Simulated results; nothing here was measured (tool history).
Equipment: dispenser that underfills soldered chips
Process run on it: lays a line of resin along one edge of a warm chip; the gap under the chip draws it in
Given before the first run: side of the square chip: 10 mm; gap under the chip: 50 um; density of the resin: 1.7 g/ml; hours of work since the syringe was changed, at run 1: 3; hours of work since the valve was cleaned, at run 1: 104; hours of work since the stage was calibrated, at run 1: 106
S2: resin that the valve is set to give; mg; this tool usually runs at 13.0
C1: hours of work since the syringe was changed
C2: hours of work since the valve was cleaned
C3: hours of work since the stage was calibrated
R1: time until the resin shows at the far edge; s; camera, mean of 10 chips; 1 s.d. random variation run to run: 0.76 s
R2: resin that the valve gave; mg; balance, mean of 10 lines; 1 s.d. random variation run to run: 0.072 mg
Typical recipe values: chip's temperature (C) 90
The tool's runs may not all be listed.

run 1 hour=0.0 | chip's_temperature_(C)=90 S2=13.0 | C1=3 C2=104 C3=106 | R1=80.8 R2=11.82
run 2 hour=4.4 | chip's_temperature_(C)=90 S2=13.0 | C1=6 C2=107 C3=109 | R1=89.8 R2=11.68
-- hour=10.4 new syringe of resin
run 3 hour=10.6 | chip's_temperature_(C)=90 S2=16.1 | C1=0 C2=111 C3=113 | R1=71.0 R2=14.53
-- hour=13.8 dispensing valve cleaned and set on the balance
run 4 hour=15.8 | chip's_temperature_(C)=90 S2=12.8 | C1=3 C2=1 C3=116 | R1=78.2 R2=12.81
run 5 hour=21.1 | chip's_temperature_(C)=90 S2=12.8 | C1=6 C2=5 C3=119 | R1=90.6 R2=12.73
run 6 hour=25.0 | chip's_temperature_(C)=90 S2=14.0 | C1=9 C2=7 C3=122 | R1=101.4 R2=13.85
-- hour=26.3 new syringe of resin
run 7 hour=29.6 | chip's_temperature_(C)=90 S2=14.0 | C1=2 C2=10 C3=125 | R1=75.9 R2=13.81
run 8 hour=34.8 | chip's_temperature_(C)=90 S2=14.0 | C1=6 C2=14 C3=128 | R1=86.5 R2=13.86
run 9 hour=39.7 | chip's_temperature_(C)=90 S2=14.0 | C1=9 C2=17 C3=131 | R1=98.4 R2=13.85
-- hour=41.4 new syringe of resin
run 10 hour=45.9 | chip's_temperature_(C)=90 S2=14.0 | C1=3 C2=21 C3=135 | R1=80.5 R2=13.61
run 11 hour=51.6 | chip's_temperature_(C)=90 S2=14.0 | C1=7 C2=24 C3=139 | R1=95.0 R2=13.69
-- hour=56.3 new syringe of resin
run 12 hour=57.2 | chip's_temperature_(C)=90 S2=13.1 | C1=1 C2=28 C3=142 | R1=74.3 R2=12.68
run 13 hour=60.0 | chip's_temperature_(C)=90 S2=13.1 | C1=2 C2=30 C3=144 | R1=79.5 R2=12.67
run 14 hour=65.0 | chip's_temperature_(C)=90 S2=13.1 | C1=6 C2=33 C3=147 | R1=90.4 R2=12.57
run 15 hour=69.0 | chip's_temperature_(C)=93 S2=13.0 | C1=8 C2=36 C3=150 | R1=93.6 R2=12.55
-- hour=71.3 new syringe of resin
run 16 hour=74.6 | chip's_temperature_(C)=93 S2=11.6 | C1=2 C2=39 C3=153 | R1=73.1 R2=11.20
run 17 hour=80.2 | chip's_temperature_(C)=93 S2=11.4 | C1=6 C2=43 C3=157 | R1=87.3 R2=11.05
run 18 hour=84.7 | chip's_temperature_(C)=93 S2=11.4 | C1=9 C2=46 C3=160 | R1=97.2 R2=11.01
-- hour=86.3 new syringe of resin
run 19 hour=89.1 | chip's_temperature_(C)=103 S2=13.0 | C1=2 C2=48 C3=163 | R1=55.1 R2=12.40
run 20 hour=92.1 | chip's_temperature_(C)=86 S2=14.6 | C1=4 C2=50 C3=165 | R1=93.4 R2=13.87
run 21 hour=94.8 | chip's_temperature_(C)=86 S2=14.6 | C1=6 C2=52 C3=166 | R1=98.7 R2=13.89
run 22 hour=100.4 | chip's_temperature_(C)=86 S2=14.6 | C1=9 C2=56 C3=170 | R1=117.8 R2=13.83
-- hour=101.3 new syringe of resin
run 23 hour=104.2 | chip's_temperature_(C)=86 S2=14.6 | C1=2 C2=58 C3=172 | R1=85.0 R2=13.84
run 24 hour=107.2 | chip's_temperature_(C)=90 S2=11.4 | C1=4 C2=60 C3=174 | R1=88.8 R2=10.74
run 25 hour=112.8 | chip's_temperature_(C)=76 S2=11.1 | C1=8 C2=64 C3=178 | R1=150.3 R2=10.36
run 26 hour=115.3 | chip's_temperature_(C)=83 S2=11.9 | C1=9 C2=65 C3=180 | R1=131.8 R2=11.22
-- hour=116.6 new syringe of resin
run 27 hour=121.2 | chip's_temperature_(C)=101 S2=13.4 | C1=3 C2=69 C3=183 | R1=61.2 R2=12.49
run 28 hour=125.4 | chip's_temperature_(C)=79 S2=11.8 | C1=6 C2=72 C3=186 | R1=127.5 R2=10.99
run 29 hour=129.7 | chip's_temperature_(C)=79 S2=11.8 | C1=9 C2=75 C3=189 | R1=142.6 R2=10.94
-- hour=131.5 new syringe of resin
run 30 hour=132.8 | chip's_temperature_(C)=88 S2=14.8 | C1=1 C2=76 C3=191 | R1=77.7 R2=13.75
run 31 hour=138.8 | chip's_temperature_(C)=82 S2=14.7 | C1=5 C2=80 C3=195 | R1=107.1 R2=13.57
run 32 hour=144.9 | chip's_temperature_(C)=82 S2=14.7 | C1=9 C2=84 C3=199 | R1=128.0 R2=13.55
-- hour=146.7 new syringe of resin
run 33 hour=148.2 | chip's_temperature_(C)=83 S2=13.5 | C1=1 C2=86 C3=201 | R1=89.3 R2=12.43
run 34 hour=154.1 | chip's_temperature_(C)=90 S2=13.2 | C1=5 C2=90 C3=204 | R1=86.7 R2=12.18
run 35 hour=157.5 | chip's_temperature_(C)=90 S2=13.2 | C1=7 C2=92 C3=207 | R1=96.3 R2=12.01
-- hour=161.6 new syringe of resin
run 36 hour=162.0 | chip's_temperature_(C)=90 S2=13.6 | C1=0 C2=95 C3=209 | R1=72.5 R2=12.41

The same runs without the tool's hidden state, with the same run-to-run variation:
Hidden conditions of the tool in this case: resin's viscosity, % of fresh resin's; dose that the valve gives, % of what is set; true chip temperature over the reading, C; drift of the gauge itself on fill_s, %; drift of the gauge itself on given_mg, %.
run=1 R1=69.9 R2=13.00
run=2 R1=68.8 R2=12.90
run=3 R1=70.7 R2=16.10
run=4 R1=69.9 R2=12.84
run=5 R1=69.8 R2=12.80
run=6 R1=70.4 R2=13.96
run=7 R1=69.6 R2=13.95
run=8 R1=68.8 R2=14.04
run=9 R1=68.3 R2=14.08
run=10 R1=69.8 R2=13.89
run=11 R1=70.8 R2=14.01
run=12 R1=70.9 R2=13.02
run=13 R1=70.3 R2=13.03
run=14 R1=69.7 R2=12.98
run=15 R1=64.7 R2=12.98
run=16 R1=65.7 R2=11.62
run=17 R1=67.1 R2=11.50
run=18 R1=66.1 R2=11.50
run=19 R1=50.3 R2=12.98
run=20 R1=78.7 R2=14.55
run=21 R1=77.1 R2=14.60
run=22 R1=79.1 R2=14.59
run=23 R1=77.3 R2=14.63
run=24 R1=73.5 R2=11.36
run=25 R1=106.3 R2=11.01
run=26 R1=87.3 R2=11.94
run=27 R1=52.9 R2=13.35
run=28 R1=97.2 R2=11.77
run=29 R1=96.7 R2=11.75
run=30 R1=73.8 R2=14.79
run=31 R1=86.3 R2=14.66
run=32 R1=87.2 R2=14.69
run=33 R1=84.1 R2=13.50
run=34 R1=69.5 R2=13.27
run=35 R1=70.2 R2=13.13
run=36 R1=69.3 R2=13.59
